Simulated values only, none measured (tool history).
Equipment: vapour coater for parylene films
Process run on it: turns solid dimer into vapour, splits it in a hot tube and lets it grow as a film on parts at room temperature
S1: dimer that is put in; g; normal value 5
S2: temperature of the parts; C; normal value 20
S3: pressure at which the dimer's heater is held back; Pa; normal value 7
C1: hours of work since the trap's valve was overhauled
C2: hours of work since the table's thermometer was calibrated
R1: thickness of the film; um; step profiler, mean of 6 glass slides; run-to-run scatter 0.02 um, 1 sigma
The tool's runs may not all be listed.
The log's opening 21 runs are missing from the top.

run,hour,S1,S2,S3,C1,C2,R1
22,653.6,3,20,7,327,519,0.67
# hour 660: trap's valve overhauled
23,677.5,3,20,7,13,534,0.75
24,721.4,3,13,7,46,566,1.02
25,747.7,3,13,7,65,586,1
26,791.6,2,19,8.71,98,619,0.46
27,823.3,8,29,8.71,122,642,1.16
28,856.8,8,29,8.71,147,667,1.22
29,875.7,8,29,8.71,161,681,1.18
30,903.3,5,25,7,181,702,0.9
31,927.1,5,25,7,199,720,0.93
# hour 931.2: table's thermometer calibrated
32,962.2,8,13,6.23,224,23,2.66
33,980.6,8,13,6.23,238,37,2.65
34,1025.2,2,27,6.23,271,70,0.35
35,1053.5,5,12,2.85,292,91,1.89
36,1084.4,6,15,2.85,315,114,1.95
# hour 1100: table's thermometer calibrated, once more
# hour 1106.4: trap's valve overhauled
37,1114.1,5,13,6,6,8,1.76
38,1141.6,2,17,7,26,28,0.58
39,1186.3,5,13,7,60,61,1.7
40,1225.1,5,13,7,88,90,1.67
41,1255.9,5,13,7,111,113,1.68
42,1279,4,20,7.72,129,130,0.92
43,1324.3,4,20,7.72,162,164,0.93
44,1359.9,4,20,7.72,189,191,0.93
45,1401,4,20,7.72,219,221,0.94
46,1433.5,4,20,7.72,244,245,0.92

Forecast each of these 3 alternatives for the next run:
A,1479.1,4,20,5.5,277,279,?
B,1479.1,5,31,4.31,277,279,?
C,1479.1,4,18,2.91,277,279,?

run,R1
A,0.92
B,0.73
C,1.14
Without the tool's unlogged condition, the same runs would have read:
run,R1
A,0.98
B,0.78
C,1.22
